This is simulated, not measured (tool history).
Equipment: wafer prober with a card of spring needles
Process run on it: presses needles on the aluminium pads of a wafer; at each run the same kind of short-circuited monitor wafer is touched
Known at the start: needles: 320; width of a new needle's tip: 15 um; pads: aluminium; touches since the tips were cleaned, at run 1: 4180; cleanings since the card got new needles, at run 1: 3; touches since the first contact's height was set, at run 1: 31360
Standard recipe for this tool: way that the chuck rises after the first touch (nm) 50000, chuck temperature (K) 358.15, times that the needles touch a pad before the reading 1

run,hour,way that the chuck rises after the first touch (nm),chuck temperature (K),times that the needles touch a pad before the reading,touches since the tips were cleaned,cleanings since the card got new needles,touches since the first contact's height was set,resistance of one needle with its contact and lead (mohm),way that a needle slides on the pad (nm)
1,0.0,50000,358.15,1,4180,3,31360,267,13000
2,7.4,34000,358.15,1,7642,3,34822,444,8810
# hour 8.5: tips cleaned on abrasive film
3,21.6,34000,306.15,1,6118,4,41441,444,8790
# hour 25.5: tips cleaned on abrasive film
4,35.8,50000,358.15,1,4853,5,48077,280,12970
# hour 42.7: tips cleaned on abrasive film
5,47.7,34000,358.15,1,2389,6,53636,324,8770
6,55.7,34000,358.15,1,6117,6,57364,431,8790
# hour 59.7: tips cleaned on abrasive film
7,63.7,50000,346.15,1,1845,7,61056,227,12920
# hour 77.1: tips cleaned on abrasive film
8,77.1,50000,337.15,1,0,8,67309,172,12910
9,86.7,50000,358.15,2,4535,8,71844,230,12940
# hour 94.6: tips cleaned on abrasive film
10,96.4,50000,358.15,2,862,9,76344,179,12920
11,106.1,50000,358.15,1,5431,9,80913,287,12920
# hour 111.7: tips cleaned on abrasive film
12,116.2,50000,358.15,1,2108,10,85566,233,12890
# hour 119.9: height of the first contact set anew
# hour 129.0: tips cleaned on abrasive film
13,130.6,50000,358.15,1,772,11,4983,197,13020
14,138.3,56000,347.15,3,4383,11,8594,185,14600
# hour 146.9: tips cleaned on abrasive film
15,152.0,58000,349.15,2,2401,12,14945,190,15130
# hour 163.9: tips cleaned on abrasive film
16,163.9,58000,349.15,2,0,13,20513,156,15080
17,177.0,58000,376.15,1,6128,13,26641,265,15090
# hour 181.1: tips cleaned on abrasive film
18,187.3,58000,376.15,1,2915,14,31451,231,15100
19,193.9,33000,355.15,1,5991,14,34527,461,8560
# hour 198.1: tips cleaned on abrasive film
20,208.8,39000,383.15,2,5007,15,41467,272,10100
# hour 215.4: tips cleaned on abrasive film
21,217.0,39000,383.15,2,752,16,45303,204,10070
22,230.4,63000,350.15,2,7027,16,51578,210,16350
# hour 232.7: tips cleaned on abrasive film
23,238.8,63000,350.15,2,2875,17,55500,193,16350
# hour 250.1: tips cleaned on abrasive film
24,252.3,50000,395.15,1,1000,18,61756,200,12940
25,262.3,50000,327.15,3,5711,18,66467,202,12930
# hour 267.5: tips cleaned on abrasive film
26,274.4,50000,327.15,3,3240,19,72096,189,12970

Each row is a separate what-if for the run after 26, all from the same tool condition, not one after another. Results?
# hour 285.1: tips cleaned on abrasive film
A,285.2,50000,315.15,2,45,20,77138,?,?
# hour 285.1: tips cleaned on abrasive film
B,285.2,68000,358.15,1,45,20,77138,?,?
# hour 285.1: tips cleaned on abrasive film
C,285.2,54000,327.15,1,45,20,77138,?,?
# hour 285.1: tips cleaned on abrasive film
D,285.2,63000,395.15,2,45,20,77138,?,?

run,resistance of one needle with its contact and lead (mohm),way that a needle slides on the pad (nm)
A,158,12880
B,163,17610
C,163,13940
D,163,16280
Had the tool no hidden state, the same runs would have come out as:
run,resistance of one needle with its contact and lead (mohm),way that a needle slides on the pad (nm)
A,147,13020
B,152,17740
C,147,14080
D,156,16410

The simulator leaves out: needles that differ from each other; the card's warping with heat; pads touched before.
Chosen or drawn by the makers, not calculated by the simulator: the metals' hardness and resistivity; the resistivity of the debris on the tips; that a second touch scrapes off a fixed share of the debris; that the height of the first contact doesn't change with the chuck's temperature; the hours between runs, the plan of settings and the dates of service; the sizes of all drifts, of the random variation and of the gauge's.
